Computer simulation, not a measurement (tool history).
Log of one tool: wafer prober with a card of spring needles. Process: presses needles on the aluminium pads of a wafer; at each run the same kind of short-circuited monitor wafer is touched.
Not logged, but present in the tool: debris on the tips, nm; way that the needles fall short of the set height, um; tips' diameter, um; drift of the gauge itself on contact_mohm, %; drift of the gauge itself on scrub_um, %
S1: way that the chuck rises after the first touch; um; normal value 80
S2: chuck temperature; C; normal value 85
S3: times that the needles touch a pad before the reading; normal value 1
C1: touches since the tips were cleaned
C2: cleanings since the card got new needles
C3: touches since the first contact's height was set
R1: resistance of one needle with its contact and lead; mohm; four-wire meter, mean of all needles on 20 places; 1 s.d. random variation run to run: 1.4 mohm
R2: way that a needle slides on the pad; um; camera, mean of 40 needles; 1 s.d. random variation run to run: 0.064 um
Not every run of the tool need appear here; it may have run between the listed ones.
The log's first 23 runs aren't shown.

{"hour": 155.8, "done": "tips cleaned on abrasive film"}
{"hour": 160.1, "done": "tips cleaned on abrasive film"}
{"run": 24, "hour": 160.9, "S1": 80, "S2": 88, "S3": 1, "C1": 668, "C2": 66, "C3": 62681, "R1": 127, "R2": 19.02}
{"hour": 164.0, "done": "tips cleaned on abrasive film"}
{"hour": 168.4, "done": "tips cleaned on abrasive film"}
{"run": 25, "hour": 169.9, "S1": 71, "S2": 106, "S3": 3, "C1": 1184, "C2": 68, "C3": 69375, "R1": 132, "R2": 16.78}
{"hour": 172.5, "done": "tips cleaned on abrasive film"}
{"run": 26, "hour": 174.6, "S1": 80, "S2": 108, "S3": 1, "C1": 1630, "C2": 69, "C3": 72852, "R1": 134, "R2": 19.03}
{"hour": 177.1, "done": "tips cleaned on abrasive film"}
{"hour": 181.1, "done": "tips cleaned on abrasive film"}
{"run": 27, "hour": 184.3, "S1": 61, "S2": 85, "S3": 1, "C1": 2468, "C2": 71, "C3": 80096, "R1": 134, "R2": 14.45}
{"hour": 184.9, "done": "tips cleaned on abrasive film"}
{"hour": 188.9, "done": "tips cleaned on abrasive film"}
{"hour": 192.9, "done": "tips cleaned on abrasive film"}
{"run": 28, "hour": 192.9, "S1": 72, "S2": 31, "S3": 2, "C1": 6, "C2": 74, "C3": 86361, "R1": 120, "R2": 16.89}
{"hour": 196.7, "done": "tips cleaned on abrasive film"}
{"run": 29, "hour": 197.5, "S1": 72, "S2": 31, "S3": 2, "C1": 577, "C2": 75, "C3": 89812, "R1": 121, "R2": 16.94}
{"hour": 201.1, "done": "tips cleaned on abrasive film"}
{"run": 30, "hour": 202.6, "S1": 81, "S2": 106, "S3": 1, "C1": 1107, "C2": 76, "C3": 93582, "R1": 133, "R2": 19.1}
{"hour": 205.2, "done": "tips cleaned on abrasive film"}
{"hour": 209.1, "done": "tips cleaned on abrasive film"}
{"run": 31, "hour": 211.0, "S1": 81, "S2": 95, "S3": 1, "C1": 1417, "C2": 78, "C3": 99849, "R1": 130, "R2": 19.13}

Each row is a separate what-if for the run after 31, all from the same tool condition, not one after another. Results?
{"hour": 213.3, "done": "tips cleaned on abrasive film"}
{"run": "A", "hour": 217.0, "S1": 81, "S2": 25, "S3": 1, "C1": 2818, "C2": 79, "C3": 104370, "R1": "?", "R2": "?"}
{"hour": 213.3, "done": "tips cleaned on abrasive film"}
{"run": "B", "hour": 217.0, "S1": 63, "S2": 43, "S3": 2, "C1": 2818, "C2": 79, "C3": 104370, "R1": "?", "R2": "?"}
{"hour": 213.3, "done": "tips cleaned on abrasive film"}
{"run": "C", "hour": 217.0, "S1": 81, "S2": 39, "S3": 2, "C1": 2818, "C2": 79, "C3": 104370, "R1": "?", "R2": "?"}

run=A R1=119 R2=19.09
run=B R1=126 R2=14.87
run=C R1=121 R2=18.88
Take away the tool's hidden state, keep each run's random variation, and the runs would have read:
run=A R1=118 R2=19.38
run=B R1=126 R2=15.10
run=C R1=121 R2=19.17

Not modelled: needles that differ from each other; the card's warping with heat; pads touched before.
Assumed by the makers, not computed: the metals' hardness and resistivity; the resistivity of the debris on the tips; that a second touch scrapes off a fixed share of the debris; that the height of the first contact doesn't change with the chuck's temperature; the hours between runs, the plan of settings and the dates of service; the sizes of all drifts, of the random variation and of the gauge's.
